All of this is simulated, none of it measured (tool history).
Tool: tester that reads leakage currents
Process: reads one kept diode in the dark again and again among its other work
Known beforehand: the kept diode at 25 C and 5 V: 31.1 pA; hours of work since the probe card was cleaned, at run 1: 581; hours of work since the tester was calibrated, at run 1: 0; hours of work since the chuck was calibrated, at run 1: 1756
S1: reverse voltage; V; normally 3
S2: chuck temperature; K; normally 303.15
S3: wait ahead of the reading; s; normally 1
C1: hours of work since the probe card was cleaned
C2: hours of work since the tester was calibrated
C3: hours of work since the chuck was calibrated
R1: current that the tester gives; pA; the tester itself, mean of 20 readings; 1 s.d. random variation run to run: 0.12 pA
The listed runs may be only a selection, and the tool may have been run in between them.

run,hour,S1,S2,S3,C1,C2,C3,R1
1,0,3,303.15,1,581,0,1756,36.72
2,178.4,3,303.15,1,709,128,1884,36.66
# hour 267: chuck's temperature calibrated
3,313.7,3,303.15,1,805,224,34,36.73
4,409.7,3,303.15,1,873,292,102,36.38
5,490.9,3.25,303.15,1,932,351,161,38.31
6,630.8,3,314.15,1,1032,451,261,92.43
7,809.5,3,314.15,1,1160,579,389,92.23
8,886.1,3,303.15,1,1215,634,444,36.24
9,1054.3,2.45,303.15,1,1336,755,565,32.17
10,1237.1,2.45,303.15,1,1467,886,696,32.37
11,1347.9,2.45,294.15,1,1546,965,775,14.42
12,1487,2.45,294.15,1,1646,1065,875,14.53
13,1592.7,3,303.15,1,1722,1141,951,36.38
14,1713.8,3,303.15,1,1809,1228,1038,36.62
15,1851.8,3,303.15,1,1908,1327,1137,36.41
16,2012.7,3,303.15,3.25,2023,1442,1252,36.16
17,2118.1,3,303.15,3.25,2099,1518,1328,36.03
18,2289,3,303.15,3.25,2221,1640,1450,36.04
19,2452,3,303.15,1.31,2338,1757,1567,36.52
20,2561.5,3.54,294.15,0.56,2417,1836,1646,18.66
21,2702,3.54,294.15,0.56,2517,1936,1746,18.62
22,2871.2,3.54,294.15,0.56,2639,2058,1868,18.63
# hour 2975: chuck's temperature calibrated
23,2975,3.54,294.15,0.56,2712,2131,0,18.53
24,3087.1,3,293.15,7.43,2792,2211,80,14.51
25,3174.1,15.97,301.15,7.43,2854,2273,143,82.25
26,3361.9,4.84,296.15,3.45,2989,2408,277,25.74
27,3520.8,3,330.15,0.97,3103,2522,391,321.63
28,3642.6,1.9,303.15,0.44,3190,2609,479,28.19
29,3822.7,1.9,313.15,1.49,3320,2739,608,64.54
30,3924.8,2.65,301.15,1,3393,2812,681,28.47
31,4052.3,1.54,318.15,0.38,3484,2903,773,85.97
32,4226.4,3.01,303.15,1.17,3609,3028,897,36.4
# hour 4243.7: probe card cleaned and baked
33,4313.8,3.01,303.15,1.17,50,3089,958,36.59
34,4470.3,3.01,303.15,1.17,163,3201,1070,36.42
35,4565.7,3.01,303.15,1.17,231,3269,1139,36.49
36,4683.2,3.01,303.15,1.17,315,3354,1223,36.36
37,4789.6,9.2,309.15,5.21,392,3430,1299,119.09
38,4874.9,5.29,300.15,1,453,3491,1360,39.54

Describe how what the log doesn't record of the tool's condition differs between the last listed run preceding each entry between runs and the first listed run following it.
After run 2, before run 3: chuck's temperature calibrated (hour 267)
  true chuck temperature over the reading, C: 0.01 -> 0
After run 22, before run 23: chuck's temperature calibrated (hour 2975)
  true chuck temperature over the reading, C: 0.01 -> 0
After run 32, before run 33: probe card cleaned and baked (hour 4243.7)
  stray current of the dirty probe card, pA a volt: 0.028 -> 0.02
